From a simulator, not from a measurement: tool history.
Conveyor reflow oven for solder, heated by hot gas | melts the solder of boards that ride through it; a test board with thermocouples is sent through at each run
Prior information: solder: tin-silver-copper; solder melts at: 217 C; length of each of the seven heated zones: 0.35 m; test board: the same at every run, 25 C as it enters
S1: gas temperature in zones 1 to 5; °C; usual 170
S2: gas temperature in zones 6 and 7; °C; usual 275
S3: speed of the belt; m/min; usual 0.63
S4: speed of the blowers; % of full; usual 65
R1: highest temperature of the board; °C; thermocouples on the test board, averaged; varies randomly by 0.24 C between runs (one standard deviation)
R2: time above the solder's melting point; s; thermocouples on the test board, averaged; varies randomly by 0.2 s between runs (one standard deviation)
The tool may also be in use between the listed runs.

run 1 hour=0 | S1=170 S2=275 S3=0.63 S4=65 | R1=251.2 R2=46.3
run 2 hour=60.9 | S1=170 S2=275 S3=0.63 S4=65 | R1=251.1 R2=46.1
run 3 hour=112.2 | S1=170 S2=275 S3=0.63 S4=65 | R1=250.3 R2=46.3
run 4 hour=172.4 | S1=170 S2=275 S3=0.63 S4=65 | R1=250.8 R2=46.1
run 5 hour=232.7 | S1=170 S2=275 S3=0.63 S4=65 | R1=251 R2=46.3
run 6 hour=297.6 | S1=170 S2=275 S3=0.63 S4=65 | R1=251 R2=46.2
run 7 hour=348.3 | S1=170 S2=275 S3=0.63 S4=65 | R1=251.1 R2=46.2
run 8 hour=389.8 | S1=170 S2=275 S3=0.63 S4=65 | R1=250.2 R2=45.9
run 9 hour=452.1 | S1=170 S2=275 S3=0.63 S4=65 | R1=250.4 R2=46.1
run 10 hour=511.5 | S1=170 S2=275 S3=0.63 S4=65 | R1=250.8 R2=46.9
run 11 hour=562.7 | S1=170 S2=275 S3=0.63 S4=65 | R1=250.6 R2=46.1
run 12 hour=609.9 | S1=170 S2=275 S3=0.63 S4=65 | R1=250.9 R2=46.3
run 13 hour=653.3 | S1=170 S2=275 S3=0.63 S4=65 | R1=250.8 R2=46.3
run 14 hour=689 | S1=170 S2=275 S3=0.63 S4=65 | R1=251.1 R2=46.2
run 15 hour=742.4 | S1=170 S2=275 S3=0.63 S4=65 | R1=251.4 R2=46.4
run 16 hour=774.2 | S1=180 S2=275 S3=0.506 S4=65 | R1=260.5 R2=70.2
run 17 hour=808.1 | S1=180 S2=275 S3=0.602 S4=65 | R1=254.9 R2=54.9
run 18 hour=846.2 | S1=164 S2=275 S3=0.599 S4=78 | R1=255.6 R2=51.2
run 19 hour=885.9 | S1=168 S2=276 S3=0.599 S4=87 | R1=260.1 R2=55.1
run 20 hour=937.2 | S1=168 S2=276 S3=0.599 S4=87 | R1=259.7 R2=54.8
run 21 hour=969.8 | S1=168 S2=276 S3=0.599 S4=87 | R1=259.7 R2=55.1
run 22 hour=1031.4 | S1=181 S2=285 S3=0.63 S4=65 | R1=261.6 R2=55.7
run 23 hour=1080.6 | S1=170 S2=275 S3=0.686 S4=62 | R1=245.7 R2=38.3
run 24 hour=1124.3 | S1=170 S2=275 S3=0.686 S4=62 | R1=245.4 R2=38.5
run 25 hour=1152.6 | S1=170 S2=275 S3=0.756 S4=65 | R1=242.4 R2=32
run 26 hour=1181.2 | S1=170 S2=275 S3=0.683 S4=65 | R1=247.3 R2=39.4
run 27 hour=1232.3 | S1=179 S2=275 S3=0.63 S4=71 | R1=254.7 R2=51.8
run 28 hour=1293.3 | S1=160 S2=275 S3=0.597 S4=66 | R1=251.1 R2=46.8
run 29 hour=1348.9 | S1=160 S2=271 S3=0.587 S4=66 | R1=248.8 R2=45.4
run 30 hour=1406.7 | S1=160 S2=271 S3=0.587 S4=66 | R1=248.9 R2=45.6

Not shown here: 6 entries made in the log between runs. Locate each between two listed runs and compare the hidden state at the listed run before it with the hidden state at the listed run after it:
Between runs 3 and 4: flux residue cleaned out of gas plates and filters (hour 121.5)
  heat that the gas passes to the board, % of a clean oven's: 99.5 -> 99.9
Between runs 9 and 10: flux residue cleaned out of gas plates and filters (hour 490.1)
  heat that the gas passes to the board, % of a clean oven's: 99.6 -> 100
Between runs 17 and 18: belt drive overhauled, speed set with a stopwatch (hour 830.9)
  belt's true speed, % of the reading: 99.92 -> 99.99
Between runs 18 and 19: flux residue cleaned out of gas plates and filters (hour 862.1)
  heat that the gas passes to the board, % of a clean oven's: 99.6 -> 99.9
Between runs 22 and 23: thermocouples of zones 6 and 7 changed (hour 1048.5)
  heat that the gas passes to the board, % of a clean oven's: 99.8 -> 99.7; true gas temperature in zones 6 and 7 over the reading, C: 0.07 -> -0.01
Between runs 26 and 27: flux residue cleaned out of gas plates and filters (hour 1232.3)
  heat that the gas passes to the board, % of a clean oven's: 99.6 -> 100; true gas temperature in zones 6 and 7 over the reading, C: -0.01 -> 0
